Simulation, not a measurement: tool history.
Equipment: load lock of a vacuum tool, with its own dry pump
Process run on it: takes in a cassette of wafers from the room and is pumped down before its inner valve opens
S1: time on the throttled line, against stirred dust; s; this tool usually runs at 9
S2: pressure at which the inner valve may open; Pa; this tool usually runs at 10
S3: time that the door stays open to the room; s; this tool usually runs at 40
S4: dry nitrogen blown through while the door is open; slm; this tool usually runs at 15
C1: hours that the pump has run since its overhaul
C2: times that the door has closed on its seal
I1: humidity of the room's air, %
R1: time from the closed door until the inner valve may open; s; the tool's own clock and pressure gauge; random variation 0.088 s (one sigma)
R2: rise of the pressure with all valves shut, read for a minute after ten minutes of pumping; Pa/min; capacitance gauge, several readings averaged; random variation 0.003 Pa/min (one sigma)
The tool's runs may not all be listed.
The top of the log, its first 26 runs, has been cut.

{"run": 27, "hour": 1730.8, "S1": 5, "S2": 10, "S3": 69, "S4": 15, "C1": 3220, "C2": 25259, "I1": 44.3, "R1": 16.29, "R2": 0.23}
{"run": 28, "hour": 1798.0, "S1": 5, "S2": 10, "S3": 69, "S4": 15, "C1": 3287, "C2": 25553, "I1": 43.4, "R1": 16.27, "R2": 0.234}
{"run": 29, "hour": 1843.6, "S1": 5, "S2": 10, "S3": 69, "S4": 15, "C1": 3333, "C2": 25753, "I1": 42.7, "R1": 16.14, "R2": 0.232}
{"run": 30, "hour": 1916.4, "S1": 6, "S2": 20, "S3": 27, "S4": 15, "C1": 3405, "C2": 26072, "I1": 45.7, "R1": 15.9, "R2": 0.234}
{"run": 31, "hour": 1985.9, "S1": 6, "S2": 20, "S3": 27, "S4": 15, "C1": 3475, "C2": 26377, "I1": 45.4, "R1": 15.83, "R2": 0.242}
{"run": 32, "hour": 2029.4, "S1": 5, "S2": 11, "S3": 215, "S4": 9, "C1": 3518, "C2": 26567, "I1": 46.7, "R1": 16.13, "R2": 0.276}
{"run": 33, "hour": 2121.0, "S1": 5, "S2": 10, "S3": 59, "S4": 10, "C1": 3610, "C2": 26969, "I1": 45.4, "R1": 16.27, "R2": 0.256}
{"run": 34, "hour": 2193.9, "S1": 10, "S2": 10, "S3": 155, "S4": 9, "C1": 3683, "C2": 27289, "I1": 46.9, "R1": 19.85, "R2": 0.276}
{"run": 35, "hour": 2254.0, "S1": 10, "S2": 10, "S3": 155, "S4": 9, "C1": 3743, "C2": 27552, "I1": 43.0, "R1": 19.97, "R2": 0.277}

What if the next run were any one of these 5? Each begins from the tool's condition after run 35:
{"run": "A", "hour": 2319.4, "S1": 10, "S2": 10, "S3": 141, "S4": 10, "C1": 3808, "C2": 27838, "I1": 44.6, "R1": "?", "R2": "?"}
{"run": "B", "hour": 2319.4, "S1": 14, "S2": 10, "S3": 155, "S4": 9, "C1": 3808, "C2": 27838, "I1": 43.5, "R1": "?", "R2": "?"}
{"run": "C", "hour": 2319.4, "S1": 9, "S2": 10, "S3": 149, "S4": 15, "C1": 3808, "C2": 27838, "I1": 45.4, "R1": "?", "R2": "?"}
{"run": "D", "hour": 2319.4, "S1": 13, "S2": 10, "S3": 225, "S4": 9, "C1": 3808, "C2": 27838, "I1": 45.9, "R1": "?", "R2": "?"}
{"run": "E", "hour": 2319.4, "S1": 10, "S2": 10, "S3": 49, "S4": 9, "C1": 3808, "C2": 27838, "I1": 45.9, "R1": "?", "R2": "?"}

run=A R1=19.97 R2=0.278
run=B R1=22.96 R2=0.283
run=C R1=19.29 R2=0.270
run=D R1=22.27 R2=0.291
run=E R1=20.08 R2=0.266
The same runs, with their run-to-run variation unchanged, on a tool lacking any hidden condition would have given:
run=A R1=19.62 R2=0.047
run=B R1=22.62 R2=0.051
run=C R1=18.93 R2=0.043
run=D R1=21.95 R2=0.060
run=E R1=19.73 R2=0.038

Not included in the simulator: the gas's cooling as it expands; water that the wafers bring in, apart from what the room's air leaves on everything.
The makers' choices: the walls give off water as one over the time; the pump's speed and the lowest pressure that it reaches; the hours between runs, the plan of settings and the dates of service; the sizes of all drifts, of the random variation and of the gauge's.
